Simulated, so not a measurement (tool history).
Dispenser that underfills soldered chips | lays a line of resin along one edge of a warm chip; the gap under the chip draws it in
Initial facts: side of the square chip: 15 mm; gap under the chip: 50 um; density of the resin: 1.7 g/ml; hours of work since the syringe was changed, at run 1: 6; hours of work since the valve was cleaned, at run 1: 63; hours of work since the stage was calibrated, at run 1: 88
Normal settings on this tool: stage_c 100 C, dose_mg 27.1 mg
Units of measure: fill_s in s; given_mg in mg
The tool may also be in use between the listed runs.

| run | day | stage_c | dose_mg | hours of work since the syringe was changed | hours of work since the valve was cleaned | hours of work since the stage was calibrated | fill_s | given_mg |
|---|---|---|---|---|---|---|---|---|
| 1 | 0.000 | 100 | 27.1 | 6 | 63 | 88 | 188.8 | 25.69 |
|  | 0.092 | new syringe of resin |
| 2 | 0.296 | 100 | 27.1 | 3 | 67 | 93 | 157.8 | 25.60 |
|  | 0.575 | new syringe of resin |
| 3 | 0.583 | 100 | 27.1 | 0 | 72 | 97 | 132.0 | 25.52 |
| 4 | 0.862 | 89 | 27.1 | 5 | 76 | 102 | 247.2 | 25.55 |
|  | 1.062 | new syringe of resin |
| 5 | 1.317 | 108 | 27.1 | 4 | 83 | 109 | 133.8 | 25.20 |
|  | 1.554 | new syringe of resin |
| 6 | 1.675 | 108 | 27.1 | 2 | 89 | 114 | 119.0 | 25.14 |
|  | 2.058 | new syringe of resin |
| 7 | 2.133 | 100 | 29.4 | 1 | 96 | 121 | 143.6 | 27.23 |
|  | 2.542 | new syringe of resin |
| 8 | 2.617 | 100 | 27.1 | 1 | 103 | 129 | 146.7 | 25.10 |
|  | 3.029 | new syringe of resin |
| 9 | 3.062 | 100 | 27.1 | 1 | 110 | 136 | 136.7 | 24.78 |
| 10 | 3.300 | 100 | 31.4 | 4 | 114 | 140 | 164.9 | 28.60 |
|  | 3.525 | new syringe of resin |
| 11 | 3.688 | 91 | 23.8 | 3 | 120 | 146 | 220.4 | 21.55 |
|  | 4.004 | new syringe of resin |
| 12 | 4.204 | 112 | 26.9 | 3 | 128 | 154 | 113.8 | 24.16 |
|  | 4.508 | new syringe of resin |
| 13 | 4.608 | 112 | 26.9 | 2 | 134 | 160 | 107.4 | 24.15 |
|  | 4.996 | new syringe of resin |
| 14 | 5.054 | 88 | 25.2 | 1 | 141 | 167 | 214.6 | 22.27 |
|  | 5.429 | dispensing valve cleaned and set on the balance |
| 15 | 5.458 | 90 | 32.5 | 7 | 0 | 173 | 256.4 | 32.69 |
|  | 5.517 | new syringe of resin |
| 16 | 5.788 | 100 | 32.6 | 4 | 6 | 178 | 164.0 | 32.50 |

For each entry between runs, how does the tool's hidden state at the last listed run before it compare with that at the first listed run after it?
Run 1 -> run 2: new syringe of resin (day 0.092)
  resin's viscosity, % of fresh resin's: 141.1 -> 118.7; dose that the valve gives, % of what is set: 94.79 -> 94.43; true chip temperature over the reading, C: -0.05 -> -0.06
  measured result minus the result with no hidden state, fill_s: +56.9 -> +26.9 s; given_mg: -1.41 -> -1.51 mg
Run 2 -> run 3: new syringe of resin (day 0.575)
  resin's viscosity, % of fresh resin's: 118.7 -> 99.6; dose that the valve gives, % of what is set: 94.43 -> 94.11; true chip temperature over the reading, C: -0.06 -> -0.08
  measured result minus the result with no hidden state, fill_s: +26.9 -> +1.7 s; given_mg: -1.51 -> -1.59 mg
Run 4 -> run 5: new syringe of resin (day 1.062)
  resin's viscosity, % of fresh resin's: 128.3 -> 126.4; dose that the valve gives, % of what is set: 93.75 -> 93.21; true chip temperature over the reading, C: -0.09 -> -0.12
  measured result minus the result with no hidden state, fill_s: +57.9 -> +30.2 s; given_mg: -1.70 -> -1.84 mg
Run 5 -> run 6: new syringe of resin (day 1.554)
  resin's viscosity, % of fresh resin's: 126.4 -> 111.6; dose that the valve gives, % of what is set: 93.21 -> 92.79; true chip temperature over the reading, C: -0.12 -> -0.13
  measured result minus the result with no hidden state, fill_s: +30.2 -> +14.6 s; given_mg: -1.84 -> -1.95 mg
Run 6 -> run 7: new syringe of resin (day 2.058)
  resin's viscosity, % of fresh resin's: 111.6 -> 107.6; dose that the valve gives, % of what is set: 92.79 -> 92.22; true chip temperature over the reading, C: -0.13 -> -0.16
  measured result minus the result with no hidden state, fill_s: +14.6 -> +12.7 s; given_mg: -1.95 -> -2.30 mg
Run 7 -> run 8: new syringe of resin (day 2.542)
  resin's viscosity, % of fresh resin's: 107.6 -> 109; dose that the valve gives, % of what is set: 92.22 -> 91.67; true chip temperature over the reading, C: -0.16 -> -0.18
  measured result minus the result with no hidden state, fill_s: +12.7 -> +15.7 s; given_mg: -2.30 -> -2.27 mg
Run 8 -> run 9: new syringe of resin (day 3.029)
  resin's viscosity, % of fresh resin's: 109 -> 102.7; dose that the valve gives, % of what is set: 91.67 -> 91.13; true chip temperature over the reading, C: -0.18 -> -0.2
  measured result minus the result with no hidden state, fill_s: +15.7 -> +7.5 s; given_mg: -2.27 -> -2.42 mg
Run 10 -> run 11: new syringe of resin (day 3.525)
  resin's viscosity, % of fresh resin's: 127.3 -> 115.9; dose that the valve gives, % of what is set: 90.85 -> 90.4; true chip temperature over the reading, C: -0.22 -> -0.24
  measured result minus the result with no hidden state, fill_s: +37.9 -> +39.4 s; given_mg: -2.88 -> -2.29 mg
Run 11 -> run 12: new syringe of resin (day 4.004)
  resin's viscosity, % of fresh resin's: 115.9 -> 118.4; dose that the valve gives, % of what is set: 90.4 -> 89.77; true chip temperature over the reading, C: -0.24 -> -0.26
  measured result minus the result with no hidden state, fill_s: +39.4 -> +21.3 s; given_mg: -2.29 -> -2.75 mg
Run 12 -> run 13: new syringe of resin (day 4.508)
  resin's viscosity, % of fresh resin's: 118.4 -> 110.3; dose that the valve gives, % of what is set: 89.77 -> 89.29; true chip temperature over the reading, C: -0.26 -> -0.28
  measured result minus the result with no hidden state, fill_s: +21.3 -> +13.7 s; given_mg: -2.75 -> -2.88 mg
Run 13 -> run 14: new syringe of resin (day 4.996)
  resin's viscosity, % of fresh resin's: 110.3 -> 105.3; dose that the valve gives, % of what is set: 89.29 -> 88.72; true chip temperature over the reading, C: -0.28 -> -0.3
  measured result minus the result with no hidden state, fill_s: +13.7 -> +21.1 s; given_mg: -2.88 -> -2.84 mg
Run 14 -> run 15: dispensing valve cleaned and set on the balance (day 5.429)
  resin's viscosity, % of fresh resin's: 105.3 -> 146.6; dose that the valve gives, % of what is set: 88.72 -> 99.76; true chip temperature over the reading, C: -0.3 -> -0.32
  measured result minus the result with no hidden state, fill_s: +21.1 -> +83.4 s; given_mg: -2.84 -> -0.08 mg
Run 15 -> run 16: new syringe of resin (day 5.517)
  resin's viscosity, % of fresh resin's: 146.6 -> 126.8; dose that the valve gives, % of what is set: 99.76 -> 99.41; true chip temperature over the reading, C: -0.32 -> -0.34
  measured result minus the result with no hidden state, fill_s: +83.4 -> +36.0 s; given_mg: -0.08 -> -0.19 mg

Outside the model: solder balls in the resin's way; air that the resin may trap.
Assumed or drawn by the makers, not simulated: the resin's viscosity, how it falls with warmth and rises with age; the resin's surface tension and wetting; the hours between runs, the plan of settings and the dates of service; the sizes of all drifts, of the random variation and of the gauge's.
